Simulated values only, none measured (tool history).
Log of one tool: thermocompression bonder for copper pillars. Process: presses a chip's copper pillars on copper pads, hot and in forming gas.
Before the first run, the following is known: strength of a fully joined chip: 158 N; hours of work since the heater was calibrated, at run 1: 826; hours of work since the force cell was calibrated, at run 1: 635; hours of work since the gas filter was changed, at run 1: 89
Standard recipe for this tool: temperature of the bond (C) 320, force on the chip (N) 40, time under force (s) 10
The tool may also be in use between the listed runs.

run     day  temperature of the bond (C)  force on the chip (N)  time under force (s)  hours of work since the heater was calibrated  hours of work since the force cell was calibrated  hours of work since the gas filter was changed  force that shears a chip off (N)
  1   0.000                          320                     40                    10                                            826                                                635                                              89                              71.0
  2   2.904                          320                     40                    10                                            868                                                676                                             131                              70.3
      3.108  -- forming gas filter changed
      5.992  -- heater calibrated with a thermocouple chip
  3   6.121                          320                     40                    10                                              2                                                721                                              42                              70.2
  4   9.462                          320                     47                    10                                             50                                                769                                              90                              82.1
     12.783  -- forming gas filter changed
  5  12.938                          320                     29                    10                                            100                                                819                                               2                              48.7
  6  17.038                          320                     40                     6                                            159                                                878                                              61                              58.3
  7  19.992                          320                     40                     6                                            201                                                921                                             104                              57.7
     22.212  -- forming gas filter changed
  8  23.538                          291                     31                    12                                            252                                                971                                              19                              36.5
  9  27.075                          325                     40                    15                                            303                                               1022                                              70                              86.1
 10  31.092                          313                     40                    10                                            361                                               1080                                             128                              63.6
     31.733  -- forming gas filter changed
 11  33.671                          315                     40                    12                                            397                                               1117                                              28                              70.1
 12  36.354                          318                     32                    15                                            436                                               1155                                              66                              63.2
 13  39.367                          303                     38                     8                                            479                                               1199                                             110                              46.7
     41.325  -- forming gas filter changed
 14  42.604                          303                     38                     8                                            526                                               1245                                              18                              47.8

Consider 3 possible next runs. They are alternatives, not a sequence: every one starts from the tool as it was left by run 14. What does each give?
  A  46.062                          328                     40                    12                                            575                                               1295                                              68                                 ?
  B  46.062                          321                     26                    20                                            575                                               1295                                              68                                 ?
  C  46.062                          315                     30                    11                                            575                                               1295                                              68                                 ?

run  force that shears a chip off (N)
  A                              82.5
  B                              58.2
  C                              50.0
Without the tool's hidden state the same runs would have given:
run  force that shears a chip off (N)
  A                              82.3
  B                              58.0
  C                              49.9
